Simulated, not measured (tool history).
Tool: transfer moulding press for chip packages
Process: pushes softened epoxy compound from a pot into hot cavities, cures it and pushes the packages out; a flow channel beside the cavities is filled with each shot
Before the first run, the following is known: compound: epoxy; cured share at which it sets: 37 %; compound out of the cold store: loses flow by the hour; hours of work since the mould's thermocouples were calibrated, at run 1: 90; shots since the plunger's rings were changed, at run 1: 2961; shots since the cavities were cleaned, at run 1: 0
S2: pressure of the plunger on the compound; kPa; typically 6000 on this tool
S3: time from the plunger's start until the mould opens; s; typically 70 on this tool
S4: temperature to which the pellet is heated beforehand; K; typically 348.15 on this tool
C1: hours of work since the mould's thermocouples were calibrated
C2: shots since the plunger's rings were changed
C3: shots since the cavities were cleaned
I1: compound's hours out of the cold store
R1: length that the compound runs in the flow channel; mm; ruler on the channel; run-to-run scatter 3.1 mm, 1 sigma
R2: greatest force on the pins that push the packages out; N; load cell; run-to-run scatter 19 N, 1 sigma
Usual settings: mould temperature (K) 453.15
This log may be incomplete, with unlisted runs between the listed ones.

run 1 hour=0.0 | mould_temperature_(K)=453.15 S2=6000 S3=70 S4=348.15 | C1=90 C2=2961 C3=0 | I1=43.1 | R1=450 R2=930
run 2 hour=9.5 | mould_temperature_(K)=453.15 S2=6000 S3=70 S4=348.15 | C1=97 C2=3105 C3=144 | I1=11.2 | R1=490 R2=1139
run 3 hour=15.5 | mould_temperature_(K)=457.15 S2=6000 S3=70 S4=348.15 | C1=101 C2=3195 C3=234 | I1=36.7 | R1=448 R2=838
run 4 hour=24.5 | mould_temperature_(K)=453.15 S2=6000 S3=70 S4=348.15 | C1=107 C2=3331 C3=370 | I1=13.9 | R1=487 R2=1244
run 5 hour=33.7 | mould_temperature_(K)=453.15 S2=6000 S3=70 S4=341.15 | C1=113 C2=3470 C3=509 | I1=8.7 | R1=487 R2=1384
run 6 hour=42.2 | mould_temperature_(K)=453.15 S2=6000 S3=70 S4=341.15 | C1=119 C2=3599 C3=638 | I1=30.0 | R1=464 R2=1405
-- hour=44.4 cavities cleaned with cleaning compound and waxed
run 7 hour=48.4 | mould_temperature_(K)=450.15 S2=6000 S3=70 S4=341.15 | C1=123 C2=3670 C3=61 | I1=38.1 | R1=460 R2=1837
run 8 hour=58.2 | mould_temperature_(K)=453.15 S2=6000 S3=63 S4=348.15 | C1=129 C2=3817 C3=208 | I1=12.7 | R1=483 R2=2103
-- hour=68.2 cavities cleaned with cleaning compound and waxed, once more
run 9 hour=69.3 | mould_temperature_(K)=453.15 S2=6000 S3=63 S4=348.15 | C1=136 C2=3962 C3=17 | I1=35.4 | R1=450 R2=1248
run 10 hour=77.2 | mould_temperature_(K)=453.15 S2=6000 S3=76 S4=348.15 | C1=142 C2=4081 C3=136 | I1=12.2 | R1=477 R2=850
run 11 hour=86.9 | mould_temperature_(K)=453.15 S2=6000 S3=76 S4=348.15 | C1=148 C2=4228 C3=283 | I1=23.7 | R1=467 R2=939
run 12 hour=96.2 | mould_temperature_(K)=453.15 S2=6000 S3=76 S4=348.15 | C1=155 C2=4368 C3=423 | I1=11.2 | R1=478 R2=1075
run 13 hour=100.2 | mould_temperature_(K)=453.15 S2=7440 S3=70 S4=338.15 | C1=158 C2=4429 C3=484 | I1=39.8 | R1=491 R2=1278
run 14 hour=107.1 | mould_temperature_(K)=453.15 S2=6340 S3=70 S4=338.15 | C1=162 C2=4533 C3=588 | I1=9.6 | R1=494 R2=1465
-- hour=113.8 cavities cleaned with cleaning compound and waxed
run 15 hour=116.2 | mould_temperature_(K)=454.15 S2=6340 S3=70 S4=356.15 | C1=168 C2=4648 C3=37 | I1=9.9 | R1=486 R2=894
run 16 hour=121.9 | mould_temperature_(K)=454.15 S2=6340 S3=70 S4=356.15 | C1=172 C2=4734 C3=123 | I1=38.1 | R1=449 R2=917
run 17 hour=130.2 | mould_temperature_(K)=454.15 S2=6340 S3=70 S4=356.15 | C1=177 C2=4859 C3=248 | I1=11.4 | R1=485 R2=1089
run 18 hour=137.4 | mould_temperature_(K)=454.15 S2=6340 S3=70 S4=356.15 | C1=182 C2=4967 C3=356 | I1=16.7 | R1=475 R2=1147
run 19 hour=142.9 | mould_temperature_(K)=452.15 S2=5710 S3=74 S4=341.15 | C1=186 C2=5050 C3=439 | I1=23.5 | R1=452 R2=1215

For each entry between runs, how does the tool's hidden state at the last listed run before it compare with that at the first listed run after it?
In the gap between runs 6 and 7: cavities cleaned with cleaning compound and waxed (hour 44.4)
  true mould temperature over the reading, C: 0.07 -> 0.08; pressure that reaches the compound, % of what is set: 86.62 -> 86.35; grip of the stained cavities, % over clean ones': 43.8 -> 55.1
  the result without the hidden state subtracted from the measured one, R1: -35 -> -35 mm; R2: +423 -> +642 N
In the gap between runs 8 and 9: cavities cleaned with cleaning compound and waxed, once more (hour 68.2)
  pressure that reaches the compound, % of what is set: 85.86 -> 85.29; grip of the stained cavities, % over clean ones': 59 -> 1.8
  the result without the hidden state subtracted from the measured one, R1: -38 -> -37 mm; R2: +774 -> +15 N
In the gap between runs 14 and 15: cavities cleaned with cleaning compound and waxed (hour 113.8)
  pressure that reaches the compound, % of what is set: 83.29 -> 82.87; grip of the stained cavities, % over clean ones': 42.1 -> 5.8
  the result without the hidden state subtracted from the measured one, R1: -48 -> -48 mm; R2: +428 -> +41 N
